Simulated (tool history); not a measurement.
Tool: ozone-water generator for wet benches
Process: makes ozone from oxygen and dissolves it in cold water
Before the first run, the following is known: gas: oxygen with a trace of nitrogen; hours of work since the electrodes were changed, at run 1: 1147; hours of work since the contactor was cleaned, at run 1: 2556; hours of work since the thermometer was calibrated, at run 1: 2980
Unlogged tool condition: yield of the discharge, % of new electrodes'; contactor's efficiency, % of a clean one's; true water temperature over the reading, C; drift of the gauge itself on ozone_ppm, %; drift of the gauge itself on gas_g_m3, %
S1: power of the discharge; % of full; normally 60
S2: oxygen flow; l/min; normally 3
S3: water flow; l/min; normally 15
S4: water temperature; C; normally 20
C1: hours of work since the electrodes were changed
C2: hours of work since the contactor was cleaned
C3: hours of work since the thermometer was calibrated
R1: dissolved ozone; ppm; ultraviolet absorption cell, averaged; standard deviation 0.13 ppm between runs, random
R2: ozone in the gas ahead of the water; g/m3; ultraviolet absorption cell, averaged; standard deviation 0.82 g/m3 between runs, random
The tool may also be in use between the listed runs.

run 1 hour=0 | S1=60 S2=3 S3=15 S4=20 | C1=1147 C2=2556 C3=2980 | R1=12.2 R2=122.7
run 2 hour=47.8 | S1=60 S2=3 S3=15 S4=20 | C1=1181 C2=2591 C3=3015 | R1=12 R2=122.7
run 3 hour=118 | S1=60 S2=3 S3=15 S4=20 | C1=1233 C2=2642 C3=3066 | R1=12.2 R2=122.9
run 4 hour=167.6 | S1=60 S2=3 S3=15 S4=20 | C1=1269 C2=2678 C3=3102 | R1=12.2 R2=123
run 5 hour=213.6 | S1=60 S2=3 S3=15 S4=20 | C1=1302 C2=2711 C3=3136 | R1=12.1 R2=124.3
run 6 hour=282.4 | S1=60 S2=3 S3=15 S4=20 | C1=1352 C2=2761 C3=3186 | R1=12.1 R2=122.4
run 7 hour=349.9 | S1=60 S2=3 S3=15 S4=20 | C1=1402 C2=2811 C3=3235 | R1=12 R2=121.2
run 8 hour=396.9 | S1=60 S2=3 S3=15 S4=20 | C1=1436 C2=2845 C3=3269 | R1=12.2 R2=122.6
run 9 hour=484.6 | S1=60 S2=3 S3=15 S4=20 | C1=1500 C2=2909 C3=3333 | R1=12.1 R2=122
run 10 hour=526.7 | S1=60 S2=3 S3=15 S4=20 | C1=1530 C2=2939 C3=3364 | R1=12.1 R2=121.6
-- hour=537.4 contactor cleaned
run 11 hour=611.6 | S1=60 S2=3 S3=15 S4=20 | C1=1589 C2=54 C3=3423 | R1=11.8 R2=122.7
run 12 hour=700.8 | S1=60 S2=3 S3=15 S4=20 | C1=1654 C2=119 C3=3488 | R1=11.8 R2=121.3
run 13 hour=757.1 | S1=48 S2=3 S3=15 S4=20 | C1=1695 C2=160 C3=3529 | R1=9.8 R2=102.6
-- hour=824.3 water thermometer calibrated
run 14 hour=824.3 | S1=49 S2=3 S3=15 S4=20 | C1=1744 C2=209 C3=0 | R1=10.1 R2=103.6
run 15 hour=865.9 | S1=49 S2=3 S3=15 S4=20 | C1=1774 C2=239 C3=30 | R1=10.3 R2=101.7
-- hour=882.8 contactor cleaned, once more
run 16 hour=933.9 | S1=49 S2=3 S3=15 S4=20 | C1=1821 C2=37 C3=77 | R1=10.5 R2=103.8
run 17 hour=997.1 | S1=49 S2=3 S3=15 S4=20 | C1=1867 C2=83 C3=123 | R1=10.4 R2=100.9
run 18 hour=1084.3 | S1=79 S2=3 S3=15 S4=13 | C1=1930 C2=147 C3=186 | R1=16.3 R2=148.1
run 19 hour=1166.6 | S1=81 S2=2.8 S3=13 S4=15 | C1=1990 C2=207 C3=246 | R1=18.3 R2=158
run 20 hour=1202.9 | S1=55 S2=2.07 S3=15 S4=20 | C1=2017 C2=233 C3=273 | R1=11.1 R2=137.9
run 21 hour=1258.1 | S1=60 S2=3 S3=18 S4=16 | C1=2057 C2=273 C3=313 | R1=10.9 R2=117.7
run 22 hour=1330.8 | S1=60 S2=3 S3=18 S4=16 | C1=2110 C2=326 C3=366 | R1=10.9 R2=118.8
run 23 hour=1392.5 | S1=75 S2=3 S3=12 S4=16 | C1=2155 C2=371 C3=411 | R1=17.9 R2=140.4
run 24 hour=1462 | S1=59 S2=3.26 S3=12 S4=16 | C1=2205 C2=422 C3=462 | R1=14.9 R2=112.8
run 25 hour=1512 | S1=60 S2=4.65 S3=13 S4=21 | C1=2242 C2=458 C3=498 | R1=13 R2=92.2
run 26 hour=1591.2 | S1=60 S2=4.65 S3=13 S4=21 | C1=2299 C2=516 C3=556 | R1=12.8 R2=93
run 27 hour=1644.4 | S1=60 S2=5.17 S3=15 S4=22 | C1=2338 C2=555 C3=594 | R1=11.2 R2=85.5

Run 28, settings as shown, results not yet in. Your forecast:
run 28 hour=1696.8 | S1=53 S2=3.1 S3=11 S4=20 | C1=2376 C2=593 C3=633 | R1=? R2=?

R1: 13.8 ppm
R2: 104.9 g/m3
With no hidden state in the tool, this same run would have given R1 15.1 ppm, R2 114.1 g/m3.
